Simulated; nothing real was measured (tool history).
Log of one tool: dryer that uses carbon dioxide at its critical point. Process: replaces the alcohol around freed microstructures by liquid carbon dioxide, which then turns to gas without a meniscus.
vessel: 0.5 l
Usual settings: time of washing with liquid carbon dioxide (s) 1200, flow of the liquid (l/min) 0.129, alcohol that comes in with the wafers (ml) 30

| run | hour | time of washing with liquid carbon dioxide (s) | flow of the liquid (l/min) | alcohol that comes in with the wafers (ml) | alcohol left in the vessel before it's heated (ppm by volume) |
|---|---|---|---|---|---|
| 1 | 0.0 | 1200 | 0.129 | 30 | 847 |
| 2 | 28.3 | 1200 | 0.129 | 50 | 1396 |
| 3 | 73.1 | 1200 | 0.129 | 30 | 1002 |
| 4 | 109.2 | 1200 | 0.129 | 30 | 1101 |
| 5 | 146.0 | 1200 | 0.129 | 30 | 1173 |
| 6 | 190.3 | 1200 | 0.129 | 30 | 1281 |
| 7 | 226.8 | 1200 | 0.129 | 30 | 619 |
| 8 | 269.9 | 1200 | 0.129 | 30 | 665 |
| 9 | 295.7 | 1440 | 0.129 | 30 | 372 |
| 10 | 343.4 | 1200 | 0.129 | 30 | 645 |
| 11 | 385.2 | 1200 | 0.129 | 30 | 708 |
| 12 | 407.2 | 1200 | 0.129 | 30 | 746 |
| 13 | 428.0 | 1200 | 0.129 | 30 | 796 |
| 14 | 462.4 | 1200 | 0.129 | 30 | 862 |
| 15 | 482.3 | 1200 | 0.129 | 30 | 916 |
| 16 | 506.3 | 1200 | 0.129 | 22 | 697 |
| 17 | 542.2 | 1200 | 0.129 | 22 | 766 |
| 18 | 589.9 | 1200 | 0.129 | 22 | 368 |
| 19 | 622.2 | 1200 | 0.129 | 30 | 566 |
| 20 | 669.7 | 1200 | 0.129 | 30 | 629 |
| 21 | 702.9 | 1200 | 0.129 | 30 | 667 |
| 22 | 723.1 | 1200 | 0.183 | 30 | 115 |
| 23 | 752.4 | 1200 | 0.183 | 30 | 134 |
| 24 | 773.8 | 1620 | 0.083 | 114 | 5530 |
| 25 | 820.6 | 1620 | 0.083 | 114 | 6060 |
| 26 | 852.4 | 840 | 0.152 | 30 | 1980 |
| 27 | 885.2 | 840 | 0.152 | 30 | 2075 |
| 28 | 913.4 | 840 | 0.152 | 30 | 2187 |
| 29 | 945.9 | 960 | 0.127 | 30 | 1403 |
| 30 | 968.7 | 1440 | 0.078 | 30 | 2038 |
| 31 | 1010.7 | 1200 | 0.091 | 63 | 4816 |
| 32 | 1030.7 | 1020 | 0.129 | 30 | 1174 |
| 33 | 1067.0 | 1680 | 0.129 | 33 | 165 |
| 34 | 1113.1 | 1140 | 0.129 | 33 | 1011 |
| 35 | 1147.7 | 840 | 0.129 | 30 | 2834 |
| 36 | 1180.7 | 840 | 0.129 | 30 | 3093 |
| 37 | 1209.5 | 1860 | 0.101 | 103 | 1360 |
| 38 | 1239.8 | 1020 | 0.179 | 30 | 487 |
| 39 | 1286.5 | 1200 | 0.129 | 32 | 1201 |
| 40 | 1309.4 | 1200 | 0.129 | 32 | 561 |
| 41 | 1348.5 | 1200 | 0.164 | 32 | 209 |
| 42 | 1368.6 | 1380 | 0.178 | 64 | 139 |
| 43 | 1415.3 | 840 | 0.159 | 66 | 2477 |
| 44 | 1445.4 | 1140 | 0.096 | 30 | 2601 |
| 45 | 1464.8 | 1140 | 0.096 | 30 | 2571 |
| 46 | 1510.3 | 960 | 0.162 | 55 | 1365 |

Not shown: 5 entries that the log had between the listed runs. Between which runs, and how does the tool's hidden state differ before and after?
Between runs 6 and 7: inlet filter changed (hour 209.6)
  flow that reaches the vessel past the clogged filter, %: 80.8 -> 98.6; alcohol in the recycled carbon dioxide, ppm: 136.8 -> 139.1
  measured less the result without the state, alcohol left in the vessel before it's heated (ppm by volume): +834 -> +162
Between runs 9 and 10: purifier's bed changed (hour 327.1)
  flow that reaches the vessel past the clogged filter, %: 95.3 -> 93.1; alcohol in the recycled carbon dioxide, ppm: 143.5 -> 7
  measured less the result without the state, alcohol left in the vessel before it's heated (ppm by volume): +196 -> +182
Between runs 17 and 18: inlet filter changed (hour 576.6)
  flow that reaches the vessel past the clogged filter, %: 83.6 -> 98.5; alcohol in the recycled carbon dioxide, ppm: 20.2 -> 23.3
  measured less the result without the state, alcohol left in the vessel before it's heated (ppm by volume): +432 -> +42
Between runs 28 and 29: inlet filter changed (hour 941.2)
  flow that reaches the vessel past the clogged filter, %: 82.2 -> 99.3; alcohol in the recycled carbon dioxide, ppm: 44.1 -> 46.1
  measured less the result without the state, alcohol left in the vessel before it's heated (ppm by volume): +1141 -> +78
Between runs 39 and 40: inlet filter changed (hour 1302.8)
  flow that reaches the vessel past the clogged filter, %: 82.7 -> 99.5; alcohol in the recycled carbon dioxide, ppm: 69.1 -> 70.5
  measured less the result without the state, alcohol left in the vessel before it's heated (ppm by volume): +710 -> +77
